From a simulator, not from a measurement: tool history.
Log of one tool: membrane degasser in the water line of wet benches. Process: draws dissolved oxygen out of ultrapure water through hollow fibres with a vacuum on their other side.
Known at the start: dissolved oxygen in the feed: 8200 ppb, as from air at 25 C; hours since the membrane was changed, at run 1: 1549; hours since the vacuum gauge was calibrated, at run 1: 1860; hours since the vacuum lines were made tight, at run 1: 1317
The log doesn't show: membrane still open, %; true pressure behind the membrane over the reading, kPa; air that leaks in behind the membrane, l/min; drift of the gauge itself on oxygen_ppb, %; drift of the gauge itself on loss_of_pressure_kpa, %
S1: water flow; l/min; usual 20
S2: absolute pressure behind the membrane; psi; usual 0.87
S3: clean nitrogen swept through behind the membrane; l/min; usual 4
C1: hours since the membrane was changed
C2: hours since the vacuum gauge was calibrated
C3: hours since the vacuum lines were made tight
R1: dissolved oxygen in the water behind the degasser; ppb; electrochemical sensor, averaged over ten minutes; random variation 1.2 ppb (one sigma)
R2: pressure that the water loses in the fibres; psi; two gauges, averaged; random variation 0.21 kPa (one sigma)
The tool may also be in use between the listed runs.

run,hour,S1,S2,S3,C1,C2,C3,R1,R2
1,0,20,0.87,4,1549,1860,1317,111.9,7.089
2,62.2,20,0.87,4,1611,1922,1379,114.3,7.046
3,144.6,20,0.87,4,1694,2005,1461,114,7.075
4,219.1,20,0.87,4,1768,2079,1536,112.9,7.069
5,304.5,20,0.87,4,1854,2165,1621,114,7.066
6,360.8,22,0.87,4,1910,2221,1677,149.5,7.78
7,433.4,18,0.87,9.36,1983,2293,1750,64.9,6.325
8,514.5,18,0.87,9.36,2064,2375,1831,64.2,6.309
9,577.4,18,0.87,9.36,2127,2437,1894,66.4,6.305
10,629.2,18,1.788,4.1,2178,2489,1946,149.4,6.293
11,673.7,20,1.211,4,2223,2534,1990,142.9,7.01
12,770.7,20,1.211,4,2320,2631,2087,139.2,7.087

Measured less the same run without the tool's hidden state. The same run-to-run variation is in both; the gauge's scatter may not be:
run,R2
1,+0
2,-0.004
3,-0.013
4,-0.019
5,-0.026
6,-0.035
7,-0.033
8,-0.039
9,-0.045
10,-0.049
11,-0.058
12,-0.068
R1: within 0.1 ppb of the measured result in every run.
